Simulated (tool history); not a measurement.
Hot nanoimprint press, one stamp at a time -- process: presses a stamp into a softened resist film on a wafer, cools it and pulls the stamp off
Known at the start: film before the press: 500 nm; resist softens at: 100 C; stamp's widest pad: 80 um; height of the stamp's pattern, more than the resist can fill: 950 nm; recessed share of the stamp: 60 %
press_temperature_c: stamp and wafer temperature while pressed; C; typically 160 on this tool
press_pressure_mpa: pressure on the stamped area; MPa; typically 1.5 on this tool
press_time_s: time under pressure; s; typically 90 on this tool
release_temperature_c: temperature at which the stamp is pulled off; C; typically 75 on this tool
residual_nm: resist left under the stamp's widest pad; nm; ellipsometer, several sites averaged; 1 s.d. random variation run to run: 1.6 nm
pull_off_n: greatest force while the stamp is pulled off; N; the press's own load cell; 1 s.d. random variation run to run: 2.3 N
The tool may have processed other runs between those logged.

Run 1, hour 0: usual settings. Result: residual_nm 249.5 nm, pull_off_n 125 N.
Run 2, hour 11: usual settings. Result: residual_nm 249.6 nm, pull_off_n 128 N.
Run 3, hour 23.2: usual settings. Result: residual_nm 250.5 nm, pull_off_n 124 N.
Run 4, hour 30.8: usual settings but press_temperature_c 171 C. Result: residual_nm 180.6 nm, pull_off_n 128 N.
Run 5, hour 37.2: usual settings but press_temperature_c 171 C. Result: residual_nm 174.9 nm, pull_off_n 134 N.
Run 6, hour 43.9: usual settings but press_time_s 170 s. Result: residual_nm 195.7 nm, pull_off_n 123 N.
Run 7, hour 56: usual settings but press_time_s 170 s. Result: residual_nm 198 nm, pull_off_n 131 N.
Run 8, hour 61.7: usual settings but press_temperature_c 158 C. Result: residual_nm 267.3 nm, pull_off_n 127 N.
Run 9, hour 68.3: usual settings but press_temperature_c 168 C, press_pressure_mpa 1.29 MPa, release_temperature_c 79 C. Result: residual_nm 207.9 nm, pull_off_n 115 N.
Run 10, hour 77.4: usual settings but press_pressure_mpa 2.3 MPa, release_temperature_c 78 C. Result: residual_nm 204.8 nm, pull_off_n 122 N.
Run 11, hour 87.8: usual settings but press_temperature_c 154 C, press_pressure_mpa 1.16 MPa, press_time_s 77 s, release_temperature_c 65 C. Result: residual_nm 339.2 nm, pull_off_n 172 N.
Run 12, hour 98.8: usual settings but press_temperature_c 154 C, press_pressure_mpa 1.87 MPa, press_time_s 70 s, release_temperature_c 76 C. Result: residual_nm 292.7 nm, pull_off_n 130 N.
Run 13, hour 108.8: usual settings but press_temperature_c 152 C, press_pressure_mpa 1.1 MPa. Result: residual_nm 349 nm, pull_off_n 133 N.
Run 14, hour 122.6: usual settings but press_pressure_mpa 2.22 MPa, press_time_s 65 s, release_temperature_c 77 C. Result: residual_nm 239.4 nm, pull_off_n 128 N.
Run 15, hour 132.1: usual settings but release_temperature_c 79 C. Result: residual_nm 249.7 nm, pull_off_n 123 N.
Run 16, hour 138: usual settings but press_temperature_c 168 C, press_time_s 71 s, release_temperature_c 72 C. Result: residual_nm 217.2 nm, pull_off_n 149 N.

Missing from the log above: 2 entries noted between runs. For each, name the pair of listed runs it sits between and say how the tool's hidden condition differs from the listed run just before to the listed run just after:
Runs 9 to 10: plate thermocouple calibrated (hour 72)
  true temperature over the reading, C: 0.24 -> 0.38; pressure that arrives at the usual setting, %: 99.51 -> 99.5; grip of the stamp's worn release coat, % over a new coat's: 27.3 -> 27.7
  difference, measured minus the result without the unlogged condition, residual_nm: -1.1 -> -1.8 nm; pull_off_n: +24 -> +25 N
Runs 13 to 14: plate thermocouple calibrated, once more (hour 118.9)
  true temperature over the reading, C: 0.42 -> -0.31; pressure that arrives at the usual setting, %: 99.47 -> 99.46; grip of the stamp's worn release coat, % over a new coat's: 29.8 -> 30.5
  difference, measured minus the result without the unlogged condition, residual_nm: -3.1 -> +3.3 nm; pull_off_n: +29 -> +31 N

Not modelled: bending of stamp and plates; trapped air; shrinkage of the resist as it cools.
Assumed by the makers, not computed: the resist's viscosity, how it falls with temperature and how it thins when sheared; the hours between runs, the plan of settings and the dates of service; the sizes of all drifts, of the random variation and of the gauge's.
